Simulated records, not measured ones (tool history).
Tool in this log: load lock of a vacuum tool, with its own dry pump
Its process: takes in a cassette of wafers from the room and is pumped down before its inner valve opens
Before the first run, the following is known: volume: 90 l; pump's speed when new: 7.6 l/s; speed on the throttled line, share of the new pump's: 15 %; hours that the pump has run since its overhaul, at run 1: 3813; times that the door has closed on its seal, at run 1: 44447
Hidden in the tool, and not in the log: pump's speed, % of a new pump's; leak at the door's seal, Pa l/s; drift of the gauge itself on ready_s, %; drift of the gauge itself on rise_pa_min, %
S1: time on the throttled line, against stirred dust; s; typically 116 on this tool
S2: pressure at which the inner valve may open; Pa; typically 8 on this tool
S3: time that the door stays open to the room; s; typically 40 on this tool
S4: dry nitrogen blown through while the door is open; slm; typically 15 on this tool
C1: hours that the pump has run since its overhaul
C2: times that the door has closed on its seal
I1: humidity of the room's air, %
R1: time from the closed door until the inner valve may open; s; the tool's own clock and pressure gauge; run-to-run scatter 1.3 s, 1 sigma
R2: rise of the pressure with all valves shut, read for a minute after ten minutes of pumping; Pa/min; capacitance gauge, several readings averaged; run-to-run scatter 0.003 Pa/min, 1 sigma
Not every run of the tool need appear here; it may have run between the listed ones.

{"run": 1, "hour": 0.0, "S1": 116, "S2": 8, "S3": 40, "S4": 15, "C1": 3813, "C2": 44447, "I1": 45.2, "R1": 216.7, "R2": 0.245}
{"run": 2, "hour": 273.8, "S1": 116, "S2": 8, "S3": 40, "S4": 15, "C1": 4086, "C2": 45317, "I1": 44.3, "R1": 216.6, "R2": 0.246}
{"run": 3, "hour": 503.2, "S1": 116, "S2": 8, "S3": 40, "S4": 15, "C1": 4316, "C2": 46046, "I1": 47.9, "R1": 220.0, "R2": 0.254}
{"run": 4, "hour": 774.0, "S1": 116, "S2": 8, "S3": 40, "S4": 15, "C1": 4587, "C2": 46906, "I1": 45.1, "R1": 219.3, "R2": 0.256}
{"run": 5, "hour": 1044.5, "S1": 116, "S2": 8, "S3": 40, "S4": 15, "C1": 4857, "C2": 47766, "I1": 41.6, "R1": 218.5, "R2": 0.262}
{"run": 6, "hour": 1279.2, "S1": 116, "S2": 8, "S3": 40, "S4": 15, "C1": 5092, "C2": 48512, "I1": 45.7, "R1": 220.0, "R2": 0.272}
{"hour": 1339.0, "done": "door's seal changed, seat wiped"}
{"run": 7, "hour": 1409.9, "S1": 116, "S2": 8, "S3": 40, "S4": 15, "C1": 5221, "C2": 225, "I1": 41.6, "R1": 218.7, "R2": 0.028}
{"run": 8, "hour": 1615.2, "S1": 116, "S2": 8, "S3": 91, "S4": 15, "C1": 5426, "C2": 878, "I1": 45.0, "R1": 215.7, "R2": 0.041}
{"run": 9, "hour": 1747.6, "S1": 116, "S2": 8, "S3": 91, "S4": 15, "C1": 5559, "C2": 1298, "I1": 44.6, "R1": 220.5, "R2": 0.047}
{"run": 10, "hour": 2035.2, "S1": 116, "S2": 9, "S3": 40, "S4": 15, "C1": 5846, "C2": 2212, "I1": 46.2, "R1": 219.3, "R2": 0.033}
{"run": 11, "hour": 2209.1, "S1": 116, "S2": 8, "S3": 40, "S4": 9, "C1": 6020, "C2": 2765, "I1": 45.2, "R1": 223.1, "R2": 0.034}
{"run": 12, "hour": 2343.8, "S1": 116, "S2": 8, "S3": 40, "S4": 9, "C1": 6155, "C2": 3193, "I1": 44.5, "R1": 218.2, "R2": 0.03}
{"run": 13, "hour": 2572.3, "S1": 116, "S2": 8, "S3": 40, "S4": 9, "C1": 6384, "C2": 3919, "I1": 42.5, "R1": 220.7, "R2": 0.034}
{"run": 14, "hour": 2740.7, "S1": 116, "S2": 8, "S3": 40, "S4": 9, "C1": 6552, "C2": 4454, "I1": 45.5, "R1": 220.6, "R2": 0.04}
{"run": 15, "hour": 2984.1, "S1": 116, "S2": 8, "S3": 40, "S4": 9, "C1": 6795, "C2": 5227, "I1": 44.8, "R1": 221.9, "R2": 0.042}
{"run": 16, "hour": 3178.8, "S1": 221, "S2": 8, "S3": 40, "S4": 4, "C1": 6990, "C2": 5846, "I1": 43.7, "R1": 308.8, "R2": 0.05}
{"run": 17, "hour": 3388.2, "S1": 221, "S2": 8, "S3": 40, "S4": 4, "C1": 7199, "C2": 6511, "I1": 48.5, "R1": 308.9, "R2": 0.046}
{"run": 18, "hour": 3657.2, "S1": 132, "S2": 8, "S3": 40, "S4": 15, "C1": 7468, "C2": 7366, "I1": 42.7, "R1": 235.2, "R2": 0.04}
{"run": 19, "hour": 3918.4, "S1": 132, "S2": 8, "S3": 40, "S4": 15, "C1": 7730, "C2": 8196, "I1": 43.8, "R1": 234.4, "R2": 0.045}
{"run": 20, "hour": 4101.9, "S1": 132, "S2": 8, "S3": 40, "S4": 15, "C1": 7913, "C2": 8779, "I1": 45.0, "R1": 235.3, "R2": 0.048}
{"run": 21, "hour": 4322.0, "S1": 132, "S2": 8, "S3": 40, "S4": 15, "C1": 8133, "C2": 9478, "I1": 47.0, "R1": 234.0, "R2": 0.048}
{"run": 22, "hour": 4561.9, "S1": 116, "S2": 8, "S3": 46, "S4": 17, "C1": 8373, "C2": 10240, "I1": 45.3, "R1": 224.0, "R2": 0.051}
{"run": 23, "hour": 4701.8, "S1": 136, "S2": 7, "S3": 40, "S4": 24, "C1": 8513, "C2": 10685, "I1": 42.9, "R1": 241.9, "R2": 0.046}
{"run": 24, "hour": 4947.9, "S1": 180, "S2": 6, "S3": 101, "S4": 24, "C1": 8759, "C2": 11467, "I1": 44.9, "R1": 282.3, "R2": 0.064}
{"run": 25, "hour": 5252.2, "S1": 180, "S2": 6, "S3": 101, "S4": 24, "C1": 9063, "C2": 12434, "I1": 44.7, "R1": 282.1, "R2": 0.075}
{"run": 26, "hour": 5557.0, "S1": 77, "S2": 6, "S3": 64, "S4": 38, "C1": 9368, "C2": 13402, "I1": 49.3, "R1": 196.8, "R2": 0.059}
{"run": 27, "hour": 5737.5, "S1": 77, "S2": 6, "S3": 64, "S4": 38, "C1": 9549, "C2": 13976, "I1": 47.2, "R1": 197.8, "R2": 0.065}
{"run": 28, "hour": 5984.8, "S1": 105, "S2": 8, "S3": 90, "S4": 15, "C1": 9796, "C2": 14762, "I1": 45.2, "R1": 217.6, "R2": 0.084}

Branching from run 28: 4 alternative next runs. What would each branch give?
{"run": "A", "hour": 6160.2, "S1": 132, "S2": 8, "S3": 37, "S4": 37, "C1": 9971, "C2": 15319, "I1": 46.4, "R1": "?", "R2": "?"}
{"run": "B", "hour": 6160.2, "S1": 105, "S2": 10, "S3": 90, "S4": 15, "C1": 9971, "C2": 15319, "I1": 43.1, "R1": "?", "R2": "?"}
{"run": "C", "hour": 6160.2, "S1": 116, "S2": 8, "S3": 40, "S4": 15, "C1": 9971, "C2": 15319, "I1": 41.2, "R1": "?", "R2": "?"}
{"run": "D", "hour": 6160.2, "S1": 105, "S2": 13, "S3": 90, "S4": 15, "C1": 9971, "C2": 15319, "I1": 46.6, "R1": "?", "R2": "?"}

run=A R1=240.2 R2=0.056
run=B R1=214.6 R2=0.082
run=C R1=227.0 R2=0.069
run=D R1=213.0 R2=0.088
Stripped of hidden state, with their random variation kept, the same runs would have yielded:
run=A R1=225.4 R2=0.016
run=B R1=199.7 R2=0.041
run=C R1=211.7 R2=0.029
run=D R1=198.6 R2=0.049
